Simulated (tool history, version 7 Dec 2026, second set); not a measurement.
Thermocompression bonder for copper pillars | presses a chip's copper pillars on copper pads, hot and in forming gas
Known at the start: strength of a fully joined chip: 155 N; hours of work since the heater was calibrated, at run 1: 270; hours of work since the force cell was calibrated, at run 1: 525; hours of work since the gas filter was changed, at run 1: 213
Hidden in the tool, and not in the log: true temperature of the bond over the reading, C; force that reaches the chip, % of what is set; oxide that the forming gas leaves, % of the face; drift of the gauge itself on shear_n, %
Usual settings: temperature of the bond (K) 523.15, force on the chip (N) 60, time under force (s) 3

run   hour  temperature of the bond (K)  force on the chip (N)  time under force (s)  hours of work since the heater was calibrated  hours of work since the force cell was calibrated  hours of work since the gas filter was changed  force that shears a chip off (N)
  1      0                       523.15                     60                     3                                            270                                                525                                             213                              90.6
  2   13.9                       523.15                     60                     3                                            276                                                531                                             220                              90.1
  3   29.2                       523.15                     60                     3                                            283                                                538                                             227                              88.4
  4   43.4                       536.15                     60                     3                                            290                                                545                                             233                             106.5
  5   50.5                       523.15                     60                     3                                            293                                                548                                             237                              89.3
  6   65.7                       523.15                     60                     3                                            300                                                555                                             244                              90.1
  7   80.1                       542.15                     60                     3                                            307                                                562                                             250                             113.6
  8   91.2                       539.15                     48                     8                                            312                                                567                                             255                             123.9
  9  103.1                       524.15                     58                     2                                            318                                                572                                             261                              78.3
 10  117.5                       514.15                     77                     4                                            324                                                579                                             268                              98.6
 11  132.2                       526.15                     77                     5                                            331                                                586                                             274                               115
 12  141.2                       526.15                     77                     5                                            335                                                590                                             279                             118.4
 13  148.8                       526.15                     77                     5                                            339                                                594                                             282                             116.6
 14  155.1                       503.15                     37                     6                                            342                                                597                                             285                              61.5

5 ways to go on from here, each from the tool as it stands after run 14. What would each give?
  A  167.1                       515.15                     60                     3                                            347                                                602                                             291                                 ?
  B  167.1                       546.15                     65                     6                                            347                                                602                                             291                                 ?
  C  167.1                       517.15                     77                     3                                            347                                                602                                             291                                 ?
  D  167.1                       526.15                     52                     3                                            347                                                602                                             291                                 ?
  E  167.1                       503.15                     52                     6                                            347                                                602                                             291                                 ?

run  force that shears a chip off (N)
  A                              77.8
  B                             131.8
  C                              91.7
  D                              85.2
  E                              74.9
Without the tool's hidden state the same runs would have given:
run  force that shears a chip off (N)
  A                              85.9
  B                             142.1
  C                             100.8
  D                              93.9
  E                              82.9
